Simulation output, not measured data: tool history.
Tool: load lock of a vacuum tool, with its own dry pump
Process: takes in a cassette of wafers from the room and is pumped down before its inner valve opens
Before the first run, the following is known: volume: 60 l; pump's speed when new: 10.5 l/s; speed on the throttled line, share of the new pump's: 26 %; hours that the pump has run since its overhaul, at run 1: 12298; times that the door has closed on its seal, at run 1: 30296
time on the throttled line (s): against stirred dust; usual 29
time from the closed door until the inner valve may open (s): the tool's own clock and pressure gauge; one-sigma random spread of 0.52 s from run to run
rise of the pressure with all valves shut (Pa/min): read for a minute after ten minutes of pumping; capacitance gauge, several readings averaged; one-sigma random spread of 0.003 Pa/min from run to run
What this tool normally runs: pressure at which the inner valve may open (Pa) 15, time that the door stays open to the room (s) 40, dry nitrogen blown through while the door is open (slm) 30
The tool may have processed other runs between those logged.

run	hour	time on the throttled line (s)	pressure at which the inner valve may open (Pa)	time that the door stays open to the room (s)	dry nitrogen blown through while the door is open (slm)	hours that the pump has run since its overhaul	times that the door has closed on its seal	incoming humidity of the room's air, %	time from the closed door until the inner valve may open (s)	rise of the pressure with all valves shut (Pa/min)
1	0	29	15	40	30	12298	30296	45.8	71.7	0.031
2	217.3	29	15	40	30	12515	30945	47.9	72.4	0.031
3	431.6	29	15	40	30	12730	31584	40.7	71.1	0.023
4	610.1	46	15	40	30	12908	32117	44.6	85	0.024
5	883.7	46	15	40	30	13182	32933	44.6	84.2	0.024
6	1224.6	46	15	40	30	13523	33951	45.7	84	0.032
7	1446.5	46	15	40	30	13744	34613	42.2	83.8	0.029
8	1631	46	15	40	30	13929	35163	44.3	85	0.031
9	1819.6	46	15	40	30	14118	35726	45.1	85.2	0.029
10	2108.4	46	15	40	30	14406	36588	45.1	84	0.024
11	2266.7	46	15	40	30	14565	37060	43.1	84.2	0.025
12	2650.6	53	15	40	30	14949	38206	46	88.7	0.025
13	2974.6	29	15	40	22	15272	39173	44.3	71.7	0.032
14	3279.7	29	24	40	30	15578	40083	46.3	69.2	0.027
15	3607.4	29	24	40	30	15905	41061	42.8	69	0.032
16	3971.5	29	24	40	30	16269	42147	47.6	69.7	0.032
17	4213.4	29	24	40	30	16511	42869	46.1	67.8	0.025
18	4494.8	29	24	40	30	16793	43709	47	68.8	0.028
19	4677	29	24	40	30	16975	44253	45.3	69.7	0.031
20	4946.1	22	24	37	30	17244	45056	41.6	64.4	0.029
21	5296.9	22	24	37	30	17595	46103	46.2	63.7	0.028
22	5616.3	22	24	37	30	17914	47055	44.4	63.7	0.028
23	6000.3	22	15	40	19	18298	48201	44.7	65.6	0.034
# hour 6212.2: dry pump taken out, an overhauled one fitted
24	6322.6	21	27	40	30	110	49145	45.5	62.3	0.029
25	6527.3	21	27	40	30	315	49756	45	62	0.026
26	6882.5	54	27	40	40	670	50816	45.8	86.3	0.02
27	7072.8	19	11	133	30	861	51384	43.5	66	0.046

Run 28 is up next; what results do you expect?
28	7287	19	11	133	30	1075	52023	46.5	?	?

time from the closed door until the inner valve may open (s): 66.8
rise of the pressure with all valves shut (Pa/min): 0.054
The same run, on a tool lacking any hidden state, would have yielded time from the closed door until the inner valve may open (s) 66.8, rise of the pressure with all valves shut (Pa/min) 0.053.
